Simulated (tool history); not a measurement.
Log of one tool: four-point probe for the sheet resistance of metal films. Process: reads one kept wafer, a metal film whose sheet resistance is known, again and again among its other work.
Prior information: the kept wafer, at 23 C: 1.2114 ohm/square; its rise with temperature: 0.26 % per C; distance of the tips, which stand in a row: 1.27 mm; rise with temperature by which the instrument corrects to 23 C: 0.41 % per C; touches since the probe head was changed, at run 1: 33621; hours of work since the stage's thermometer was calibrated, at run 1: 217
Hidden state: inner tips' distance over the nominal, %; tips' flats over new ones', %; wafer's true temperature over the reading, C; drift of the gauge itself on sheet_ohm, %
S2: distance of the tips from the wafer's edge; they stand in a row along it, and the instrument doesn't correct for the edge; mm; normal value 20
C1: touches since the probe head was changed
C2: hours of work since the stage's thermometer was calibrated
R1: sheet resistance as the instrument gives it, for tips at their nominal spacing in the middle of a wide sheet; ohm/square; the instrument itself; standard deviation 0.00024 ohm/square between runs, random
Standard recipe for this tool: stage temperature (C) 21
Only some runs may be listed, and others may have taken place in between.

{"run": 1, "hour": 0.0, "stage temperature (C)": 21, "S2": 20, "C1": 33621, "C2": 217, "R1": 1.216163}
{"run": 2, "hour": 83.5, "stage temperature (C)": 21, "S2": 20, "C1": 35048, "C2": 254, "R1": 1.216217}
{"run": 3, "hour": 170.1, "stage temperature (C)": 21, "S2": 20, "C1": 36528, "C2": 292, "R1": 1.21642}
{"run": 4, "hour": 262.6, "stage temperature (C)": 21, "S2": 20, "C1": 38110, "C2": 333, "R1": 1.215685}
{"run": 5, "hour": 318.2, "stage temperature (C)": 21, "S2": 20, "C1": 39060, "C2": 358, "R1": 1.216082}
{"run": 6, "hour": 367.9, "stage temperature (C)": 21, "S2": 20, "C1": 39910, "C2": 380, "R1": 1.215918}
{"run": 7, "hour": 449.1, "stage temperature (C)": 21, "S2": 20, "C1": 41296, "C2": 416, "R1": 1.215893}
{"run": 8, "hour": 545.4, "stage temperature (C)": 21, "S2": 7, "C1": 42943, "C2": 458, "R1": 1.234203}
{"run": 9, "hour": 620.9, "stage temperature (C)": 21, "S2": 20, "C1": 44234, "C2": 491, "R1": 1.21561}
{"run": 10, "hour": 662.2, "stage temperature (C)": 21, "S2": 20, "C1": 44939, "C2": 510, "R1": 1.215416}
{"run": 11, "hour": 728.7, "stage temperature (C)": 18, "S2": 20, "C1": 46076, "C2": 539, "R1": 1.220377}
{"run": 12, "hour": 811.9, "stage temperature (C)": 18, "S2": 20, "C1": 47498, "C2": 576, "R1": 1.220648}
{"run": 13, "hour": 879.3, "stage temperature (C)": 18, "S2": 20, "C1": 48651, "C2": 606, "R1": 1.220305}
{"run": 14, "hour": 974.9, "stage temperature (C)": 18, "S2": 20, "C1": 50285, "C2": 648, "R1": 1.220487}
{"run": 15, "hour": 1047.7, "stage temperature (C)": 18, "S2": 20, "C1": 51529, "C2": 680, "R1": 1.220336}
{"run": 16, "hour": 1101.3, "stage temperature (C)": 18, "S2": 20, "C1": 52444, "C2": 703, "R1": 1.220238}
{"run": 17, "hour": 1178.6, "stage temperature (C)": 18, "S2": 20, "C1": 53766, "C2": 738, "R1": 1.22034}
{"run": 18, "hour": 1251.2, "stage temperature (C)": 34, "S2": 27, "C1": 55007, "C2": 770, "R1": 1.191489}
{"run": 19, "hour": 1345.2, "stage temperature (C)": 23, "S2": 20, "C1": 56614, "C2": 811, "R1": 1.210629}
{"run": 20, "hour": 1398.3, "stage temperature (C)": 34, "S2": 63, "C1": 57521, "C2": 835, "R1": 1.189695}
{"run": 21, "hour": 1480.4, "stage temperature (C)": 34, "S2": 8, "C1": 58924, "C2": 871, "R1": 1.205426}
{"run": 22, "hour": 1564.7, "stage temperature (C)": 34, "S2": 8, "C1": 60365, "C2": 908, "R1": 1.205152}
{"run": 23, "hour": 1656.6, "stage temperature (C)": 34, "S2": 8, "C1": 61936, "C2": 949, "R1": 1.204804}
{"run": 24, "hour": 1721.1, "stage temperature (C)": 34, "S2": 8, "C1": 63039, "C2": 977, "R1": 1.205012}
{"run": 25, "hour": 1772.7, "stage temperature (C)": 34, "S2": 8, "C1": 63920, "C2": 1000, "R1": 1.204501}
{"run": 26, "hour": 1846.8, "stage temperature (C)": 21, "S2": 18, "C1": 65187, "C2": 1033, "R1": 1.214495}
{"run": 27, "hour": 1929.3, "stage temperature (C)": 22, "S2": 20, "C1": 66597, "C2": 1069, "R1": 1.211844}
{"run": 28, "hour": 1996.5, "stage temperature (C)": 23, "S2": 20, "C1": 67746, "C2": 1099, "R1": 1.209862}
{"run": 29, "hour": 2042.1, "stage temperature (C)": 29, "S2": 17, "C1": 68525, "C2": 1119, "R1": 1.200666}

Consider 5 possible next runs. They are alternatives, not a sequence: every one starts from the tool as it was left by run 29. What does each give?
{"run": "A", "hour": 2128.3, "stage temperature (C)": 21, "S2": 6, "C1": 69999, "C2": 1157, "R1": "?"}
{"run": "B", "hour": 2128.3, "stage temperature (C)": 25, "S2": 20, "C1": 69999, "C2": 1157, "R1": "?"}
{"run": "C", "hour": 2128.3, "stage temperature (C)": 28, "S2": 9, "C1": 69999, "C2": 1157, "R1": "?"}
{"run": "D", "hour": 2128.3, "stage temperature (C)": 29, "S2": 41, "C1": 69999, "C2": 1157, "R1": "?"}
{"run": "E", "hour": 2128.3, "stage temperature (C)": 22, "S2": 75, "C1": 69999, "C2": 1157, "R1": "?"}

run=A R1=1.239020
run=B R1=1.206245
run=C R1=1.211027
run=D R1=1.197236
run=E R1=1.209211
Take away the tool's hidden state, keep each run's random variation, and the runs would have read:
run=A R1=1.243462
run=B R1=1.210570
run=C R1=1.215362
run=D R1=1.201522
run=E R1=1.213552

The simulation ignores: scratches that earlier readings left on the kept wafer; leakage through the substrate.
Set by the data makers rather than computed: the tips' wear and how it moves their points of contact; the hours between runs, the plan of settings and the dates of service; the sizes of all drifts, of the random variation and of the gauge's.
